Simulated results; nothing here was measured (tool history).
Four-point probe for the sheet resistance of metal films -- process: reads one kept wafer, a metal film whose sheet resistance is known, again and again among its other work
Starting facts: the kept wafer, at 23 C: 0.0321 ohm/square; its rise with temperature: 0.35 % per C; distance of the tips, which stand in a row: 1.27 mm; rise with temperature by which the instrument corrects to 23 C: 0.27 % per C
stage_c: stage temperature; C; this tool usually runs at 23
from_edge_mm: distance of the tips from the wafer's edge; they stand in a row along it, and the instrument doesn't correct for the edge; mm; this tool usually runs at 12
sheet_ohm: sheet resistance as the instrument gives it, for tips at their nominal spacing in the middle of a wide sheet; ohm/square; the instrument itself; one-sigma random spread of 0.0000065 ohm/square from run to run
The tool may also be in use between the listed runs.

| run | day | stage_c | from_edge_mm | sheet_ohm |
|---|---|---|---|---|
| 1 | 0.000 | 23 | 12 | 0.032100 |
| 2 | 1.358 | 23 | 25 | 0.031941 |
| 3 | 2.433 | 23 | 25 | 0.031939 |
| 4 | 3.742 | 23 | 25 | 0.031919 |
| 5 | 4.867 | 23 | 12 | 0.032079 |
| 6 | 6.633 | 23 | 12 | 0.032077 |
| 7 | 7.596 | 23 | 12 | 0.032061 |
| 8 | 8.567 | 23 | 12 | 0.032053 |
| 9 | 10.004 | 23 | 12 | 0.032049 |
| 10 | 11.938 | 23 | 11 | 0.032070 |
| 11 | 13.083 | 23 | 11 | 0.032073 |
|  | 13.279 | stage's thermometer calibrated |
| 12 | 13.967 | 23 | 11 | 0.032071 |
| 13 | 15.908 | 32 | 3 | 0.034851 |
| 14 | 17.867 | 19 | 16 | 0.031834 |
| 15 | 19.467 | 19 | 16 | 0.031831 |
| 16 | 21.417 | 26 | 10 | 0.032161 |
| 17 | 22.300 | 22 | 20 | 0.031855 |

Alternative continuations, all from the tool just after run 17; predict every row:
| A | 24.096 | 22 | 6 | ? |
| B | 24.096 | 31 | 13 | ? |
| C | 24.096 | 26 | 17 | ? |
| D | 24.096 | 25 | 12 | ? |
| E | 24.096 | 23 | 21 | ? |

| run | sheet_ohm |
|---|---|
| A | 0.032532 |
| B | 0.032153 |
| C | 0.031967 |
| D | 0.032034 |
| E | 0.031857 |
The same runs, with their run-to-run variation unchanged, on a tool lacking any hidden condition would have given:
| run | sheet_ohm |
|---|---|
| A | 0.032837 |
| B | 0.032455 |
| C | 0.032267 |
| D | 0.032334 |
| E | 0.032156 |
